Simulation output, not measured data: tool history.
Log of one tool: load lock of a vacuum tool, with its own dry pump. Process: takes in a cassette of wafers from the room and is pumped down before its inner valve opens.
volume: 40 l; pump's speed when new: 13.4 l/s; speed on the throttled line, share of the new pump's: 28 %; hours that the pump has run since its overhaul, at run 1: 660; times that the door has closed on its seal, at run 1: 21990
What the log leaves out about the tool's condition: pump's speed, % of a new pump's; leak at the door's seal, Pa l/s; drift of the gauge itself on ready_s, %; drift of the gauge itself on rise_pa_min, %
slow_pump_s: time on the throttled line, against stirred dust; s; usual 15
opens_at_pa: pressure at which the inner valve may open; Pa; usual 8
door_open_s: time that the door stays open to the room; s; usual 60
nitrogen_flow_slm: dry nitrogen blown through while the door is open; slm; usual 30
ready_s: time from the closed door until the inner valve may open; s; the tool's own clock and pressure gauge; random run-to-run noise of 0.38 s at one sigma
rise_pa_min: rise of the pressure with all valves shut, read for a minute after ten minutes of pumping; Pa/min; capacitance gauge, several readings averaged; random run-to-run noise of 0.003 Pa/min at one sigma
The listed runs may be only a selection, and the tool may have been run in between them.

run,day,slow_pump_s,opens_at_pa,door_open_s,nitrogen_flow_slm,hours that the pump has run since its overhaul,times that the door has closed on its seal,"incoming humidity of the room's air, %",ready_s,rise_pa_min
1,0.000,15,8,60,30,660,21990,41.5,39.4,0.136
2,4.971,15,8,60,30,779,22579,46.3,39.8,0.141
3,9.217,15,8,27,30,881,23082,43.1,39.2,0.133
4,15.692,15,8,27,30,1036,23848,47.8,39.4,0.135
5,21.638,11,8,60,30,1179,24553,47.9,36.9,0.154
6,25.333,15,8,60,30,1268,24991,44.7,39.9,0.155
7,29.729,15,8,60,30,1373,25511,46.5,39.3,0.169
8,35.275,15,8,60,30,1506,26168,43.0,39.9,0.161
9,41.562,15,8,60,30,1657,26912,44.2,39.2,0.170
10,45.388,15,8,60,30,1749,27365,44.1,39.0,0.172
11,49.000,15,8,60,17,1836,27793,48.1,39.8,0.190
12,53.521,15,8,60,7,1944,28329,42.7,39.2,0.206
13,60.083,15,8,60,30,2102,29106,44.8,40.2,0.188
14,66.158,15,8,60,30,2247,29825,47.4,39.4,0.195
15,72.446,15,8,60,30,2398,30570,42.3,40.6,0.202
16,77.550,15,8,60,30,2521,31174,46.8,39.8,0.205
17,84.954,15,8,60,30,2699,32051,47.6,40.1,0.217
18,88.058,15,8,60,30,2773,32419,44.8,39.9,0.215
19,95.458,15,8,60,27,2951,33295,43.5,40.7,0.225
20,98.508,15,8,60,27,3024,33657,43.2,40.2,0.235
21,104.375,10,8,60,27,3165,34351,47.5,36.2,0.236
22,111.412,10,8,60,27,3334,35185,44.7,37.1,0.246

Forecast run 23:
23,116.217,22,8,90,44,3449,35753,42.5,?,?

{"run 23": {"ready_s": 45.3, "rise_pa_min": 0.243}}
On a tool with no hidden condition, and with the same random variation, this run would have come out at ready_s 44.5 s, rise_pa_min 0.044 Pa/min.
